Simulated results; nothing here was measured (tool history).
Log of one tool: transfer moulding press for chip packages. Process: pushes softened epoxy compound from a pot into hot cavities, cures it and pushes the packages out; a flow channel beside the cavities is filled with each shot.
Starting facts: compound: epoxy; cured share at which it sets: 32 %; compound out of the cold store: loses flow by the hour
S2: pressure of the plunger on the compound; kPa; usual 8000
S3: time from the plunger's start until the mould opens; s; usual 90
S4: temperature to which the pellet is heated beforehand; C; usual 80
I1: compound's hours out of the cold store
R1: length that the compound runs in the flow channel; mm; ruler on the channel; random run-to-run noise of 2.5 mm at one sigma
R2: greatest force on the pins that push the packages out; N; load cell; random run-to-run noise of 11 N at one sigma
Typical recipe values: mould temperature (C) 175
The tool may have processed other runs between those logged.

Run 1, hour 0.0: usual settings; I1 38.4. Result: R1 535 mm, R2 750 N.
At hour 3.2: cavities cleaned with cleaning compound and waxed.
Run 2, hour 11.5: usual settings; I1 33.6. Result: R1 547 mm, R2 866 N.
Run 3, hour 22.0: usual settings; I1 18.2. Result: R1 574 mm, R2 905 N.
Run 4, hour 33.7: usual settings but S3 99 s; I1 41.9. Result: R1 529 mm, R2 723 N.
At hour 39.0: cavities cleaned with cleaning compound and waxed, once more.
At hour 45.8: plunger's sealing rings changed.
Run 5, hour 45.8: usual settings; I1 19.6. Result: R1 601 mm, R2 572 N.
Run 6, hour 53.5: usual settings but mould temperature (C) 170; I1 44.2. Result: R1 561 mm, R2 814 N.
Run 7, hour 62.8: usual settings but mould temperature (C) 170; I1 19.8. Result: R1 620 mm, R2 966 N.
Run 8, hour 70.9: usual settings but mould temperature (C) 170; I1 46.0. Result: R1 563 mm, R2 946 N.
Run 9, hour 78.7: usual settings but mould temperature (C) 171; I1 42.4. Result: R1 566 mm, R2 931 N.
Run 10, hour 88.9: usual settings but mould temperature (C) 171; I1 41.3. Result: R1 567 mm, R2 967 N.
At hour 91.4: cavities cleaned with cleaning compound and waxed.
Run 11, hour 97.0: usual settings but mould temperature (C) 171; I1 44.2. Result: R1 561 mm, R2 720 N.
Run 12, hour 105.0: usual settings but mould temperature (C) 171; I1 32.8. Result: R1 579 mm, R2 836 N.
Run 13, hour 114.3: usual settings; I1 20.8. Result: R1 593 mm, R2 686 N.
Run 14, hour 122.4: usual settings; I1 12.3. Result: R1 609 mm, R2 722 N.
Run 15, hour 133.7: usual settings but S2 8140 kPa, S3 114 s, S4 71 C; I1 45.7. Result: R1 549 mm, R2 563 N.
Run 16, hour 139.7: usual settings but mould temperature (C) 173, S2 7280 kPa, S4 71 C; I1 30.6. Result: R1 551 mm, R2 874 N.
At hour 142.3: cavities cleaned with cleaning compound and waxed.
Run 17, hour 151.7: usual settings but mould temperature (C) 180, S2 7040 kPa, S3 122 s, S4 81 C; I1 20.2. Result: R1 537 mm, R2 442 N.
Run 18, hour 160.2: usual settings but mould temperature (C) 180, S2 6680 kPa, S3 122 s, S4 87 C; I1 24.0. Result: R1 515 mm, R2 473 N.
Run 19, hour 172.7: usual settings but mould temperature (C) 180, S2 6680 kPa, S3 122 s, S4 87 C; I1 44.6. Result: R1 481 mm, R2 499 N.

Run 20 has not been measured yet. What should we expect?
Run 20, hour 182.0: usual settings but mould temperature (C) 178, S3 107 s; I1 14.0. Result: R1 ?, R2 ?.

R1: 590 mm
R2: 546 N
Had the tool carried no hidden state, the very same run would have given R1 602 mm, R2 402 N.
